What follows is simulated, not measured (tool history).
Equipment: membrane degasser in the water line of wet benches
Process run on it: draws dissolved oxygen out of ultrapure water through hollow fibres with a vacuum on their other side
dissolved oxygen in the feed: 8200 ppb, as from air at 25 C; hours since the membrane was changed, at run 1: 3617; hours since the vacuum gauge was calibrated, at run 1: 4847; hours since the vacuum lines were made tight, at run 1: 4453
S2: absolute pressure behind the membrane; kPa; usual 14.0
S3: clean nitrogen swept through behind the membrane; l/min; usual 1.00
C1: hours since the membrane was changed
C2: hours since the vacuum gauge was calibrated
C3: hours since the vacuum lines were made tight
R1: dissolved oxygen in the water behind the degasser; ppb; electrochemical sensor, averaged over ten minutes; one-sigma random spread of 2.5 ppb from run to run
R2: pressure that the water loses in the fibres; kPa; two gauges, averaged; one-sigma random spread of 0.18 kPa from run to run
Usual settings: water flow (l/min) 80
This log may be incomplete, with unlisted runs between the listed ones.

Run 1, hour 0.0: usual settings; C1 3617; C2 4847; C3 4453. Result: R1 1285.1 ppb, R2 35.63 kPa.
At hour 83.8: seals of the vacuum lines changed.
Run 2, hour 92.8: usual settings; C1 3708; C2 4938; C3 9. Result: R1 1281.6 ppb, R2 35.89 kPa.
Run 3, hour 186.6: usual settings but S2 9.2 kPa; C1 3802; C2 5031; C3 103. Result: R1 752.8 ppb, R2 35.87 kPa.
Run 4, hour 237.3: usual settings but S2 9.2 kPa; C1 3852; C2 5082; C3 153. Result: R1 751.6 ppb, R2 35.73 kPa.
Run 5, hour 303.5: usual settings; C1 3918; C2 5148; C3 220. Result: R1 1288.4 ppb, R2 35.33 kPa.
Run 6, hour 392.0: usual settings but S3 0.67 l/min; C1 4007; C2 5237; C3 308. Result: R1 1622.5 ppb, R2 35.89 kPa.
Run 7, hour 503.6: usual settings but S3 0.67 l/min; C1 4118; C2 5348; C3 420. Result: R1 1616.0 ppb, R2 35.59 kPa.
Run 8, hour 624.6: usual settings but S3 0.67 l/min; C1 4239; C2 5469; C3 541. Result: R1 1618.2 ppb, R2 35.83 kPa.
Run 9, hour 690.5: usual settings but S3 0.67 l/min; C1 4305; C2 5535; C3 607. Result: R1 1625.9 ppb, R2 35.97 kPa.
Run 10, hour 758.9: usual settings but S3 0.67 l/min; C1 4374; C2 5604; C3 675. Result: R1 1617.7 ppb, R2 35.80 kPa.
Run 11, hour 835.1: usual settings but water flow (l/min) 84; C1 4450; C2 5680; C3 751. Result: R1 1324.3 ppb, R2 37.87 kPa.
Run 12, hour 887.6: usual settings but water flow (l/min) 84, S2 26.4 kPa; C1 4502; C2 5732; C3 804. Result: R1 2490.6 ppb, R2 37.44 kPa.
Run 13, hour 955.3: usual settings but S2 29.4 kPa, S3 0.42 l/min; C1 4570; C2 5800; C3 872. Result: R1 3982.0 ppb, R2 36.04 kPa.
Run 14, hour 1050.2: usual settings but water flow (l/min) 66, S2 18.9 kPa, S3 0.64 l/min; C1 4665; C2 5895; C3 966. Result: R1 2041.9 ppb, R2 29.82 kPa.
Run 15, hour 1145.5: usual settings but S2 18.4 kPa, S3 2.08 l/min; C1 4760; C2 5990; C3 1062. Result: R1 1058.0 ppb, R2 35.95 kPa.
Run 16, hour 1224.7: usual settings but water flow (l/min) 87, S2 19.8 kPa, S3 1.72 l/min; C1 4840; C2 6069; C3 1141. Result: R1 1388.4 ppb, R2 39.06 kPa.
Run 17, hour 1305.5: usual settings but S3 1.57 l/min; C1 4920; C2 6150; C3 1222. Result: R1 953.3 ppb, R2 36.19 kPa.

Run 18 comes next. What will it give?
Run 18, hour 1414.1: usual settings but water flow (l/min) 53, S2 18.7 kPa, S3 1.24 l/min; C1 5029; C2 6259; C3 1330. Result: R1 ?, R2 ?.

R1: 1160.9 ppb
R2: 23.75 kPa
On a tool with no hidden condition, and with the same random variation, this run would have come out at R1 1160.8 ppb, R2 23.47 kPa.

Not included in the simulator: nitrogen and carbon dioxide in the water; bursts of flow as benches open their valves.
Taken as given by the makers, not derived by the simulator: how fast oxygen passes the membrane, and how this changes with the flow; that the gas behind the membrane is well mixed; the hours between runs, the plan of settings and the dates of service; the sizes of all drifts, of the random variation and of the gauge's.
